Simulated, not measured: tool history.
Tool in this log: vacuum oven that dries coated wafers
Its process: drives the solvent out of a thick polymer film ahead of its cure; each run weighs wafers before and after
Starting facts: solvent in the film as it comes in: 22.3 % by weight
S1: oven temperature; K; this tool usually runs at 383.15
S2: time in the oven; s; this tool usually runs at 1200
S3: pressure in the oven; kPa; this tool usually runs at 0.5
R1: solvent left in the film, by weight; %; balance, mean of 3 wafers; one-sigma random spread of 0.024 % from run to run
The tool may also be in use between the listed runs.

{"run": 1, "day": 0.0, "S1": 383.15, "S2": 1200, "S3": 0.5, "R1": 3.42}
{"run": 2, "day": 2.296, "S1": 383.15, "S2": 1200, "S3": 0.5, "R1": 3.42}
{"run": 3, "day": 5.908, "S1": 383.15, "S2": 1080, "S3": 0.5, "R1": 4.02}
{"run": 4, "day": 8.667, "S1": 383.15, "S2": 1200, "S3": 1.98, "R1": 4.05}
{"run": 5, "day": 11.083, "S1": 383.15, "S2": 1200, "S3": 1.98, "R1": 4.02}
{"run": 6, "day": 14.496, "S1": 383.15, "S2": 1200, "S3": 1.98, "R1": 4.04}
{"day": 14.829, "done": "oven's thermocouples calibrated"}
{"run": 7, "day": 16.612, "S1": 383.15, "S2": 1200, "S3": 1.98, "R1": 3.84}
{"run": 8, "day": 20.271, "S1": 383.15, "S2": 1200, "S3": 1.98, "R1": 3.8}
{"run": 9, "day": 23.004, "S1": 383.15, "S2": 1200, "S3": 1.98, "R1": 3.83}
{"run": 10, "day": 25.1, "S1": 391.15, "S2": 1080, "S3": 1.944, "R1": 2.09}
{"run": 11, "day": 27.308, "S1": 391.15, "S2": 1080, "S3": 1.944, "R1": 2.1}
{"run": 12, "day": 30.371, "S1": 383.15, "S2": 1260, "S3": 1.192, "R1": 3.19}
{"run": 13, "day": 32.954, "S1": 382.15, "S2": 1260, "S3": 1.648, "R1": 3.68}

Branching from run 13: 4 alternative next runs. What would each branch give?
{"run": "A", "day": 34.938, "S1": 379.15, "S2": 660, "S3": 1.992, "R1": "?"}
{"run": "B", "day": 34.938, "S1": 384.15, "S2": 1200, "S3": 0.536, "R1": "?"}
{"run": "C", "day": 34.938, "S1": 383.15, "S2": 1200, "S3": 0.939, "R1": "?"}
{"run": "D", "day": 34.938, "S1": 376.15, "S2": 1080, "S3": 0.332, "R1": "?"}

run=A R1=8.83
run=B R1=2.85
run=C R1=3.33
run=D R1=6.18
Stripped of hidden state, with their random variation kept, the same runs would have yielded:
run=A R1=9.82
run=B R1=3.6
run=C R1=4.14
run=D R1=7.17
